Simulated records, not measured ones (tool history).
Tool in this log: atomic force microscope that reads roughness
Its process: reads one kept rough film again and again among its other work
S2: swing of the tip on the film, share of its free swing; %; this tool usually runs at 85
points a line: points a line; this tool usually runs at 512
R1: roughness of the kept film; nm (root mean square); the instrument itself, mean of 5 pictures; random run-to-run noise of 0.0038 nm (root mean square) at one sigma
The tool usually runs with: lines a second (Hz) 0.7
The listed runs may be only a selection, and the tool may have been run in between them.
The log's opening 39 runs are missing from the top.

run 40 hour=433.6 | lines_a_second_(Hz)=0.868 S2=85 points_a_line=512 | R1=0.916
run 41 hour=440.2 | lines_a_second_(Hz)=0.868 S2=85 points_a_line=645 | R1=0.927
-- hour=444.7 new tip fitted
run 42 hour=450.3 | lines_a_second_(Hz)=2.693 S2=56 points_a_line=306 | R1=0.954
run 43 hour=465.6 | lines_a_second_(Hz)=0.7 S2=80 points_a_line=305 | R1=0.962
run 44 hour=475.7 | lines_a_second_(Hz)=0.7 S2=88 points_a_line=403 | R1=0.946
run 45 hour=490.3 | lines_a_second_(Hz)=0.7 S2=88 points_a_line=403 | R1=0.944
run 46 hour=499.9 | lines_a_second_(Hz)=2.646 S2=56 points_a_line=512 | R1=0.962
run 47 hour=507.5 | lines_a_second_(Hz)=2.646 S2=56 points_a_line=512 | R1=0.967
run 48 hour=515.4 | lines_a_second_(Hz)=0.755 S2=81 points_a_line=936 | R1=0.953
run 49 hour=521.8 | lines_a_second_(Hz)=0.755 S2=81 points_a_line=936 | R1=0.955
run 50 hour=530.5 | lines_a_second_(Hz)=3.905 S2=60 points_a_line=352 | R1=0.934
run 51 hour=538.7 | lines_a_second_(Hz)=0.592 S2=71 points_a_line=895 | R1=0.976
run 52 hour=549 | lines_a_second_(Hz)=0.592 S2=71 points_a_line=895 | R1=0.973

5 options for the next run, each taken on its own from the tool as it stands now. Forecast them:
run A hour=562.7 | lines_a_second_(Hz)=1.398 S2=85 points_a_line=304 | R1=?
run B hour=562.7 | lines_a_second_(Hz)=2.375 S2=85 points_a_line=512 | R1=?
run C hour=562.7 | lines_a_second_(Hz)=0.762 S2=71 points_a_line=321 | R1=?
run D hour=562.7 | lines_a_second_(Hz)=0.7 S2=83 points_a_line=512 | R1=?
run E hour=562.7 | lines_a_second_(Hz)=2.4 S2=85 points_a_line=512 | R1=?

run=A R1=0.904
run=B R1=0.861
run=C R1=0.964
run=D R1=0.951
run=E R1=0.858
Stripped of hidden state, with their random variation kept, the same runs would have yielded:
run=A R1=0.918
run=B R1=0.874
run=C R1=0.978
run=D R1=0.965
run=E R1=0.871
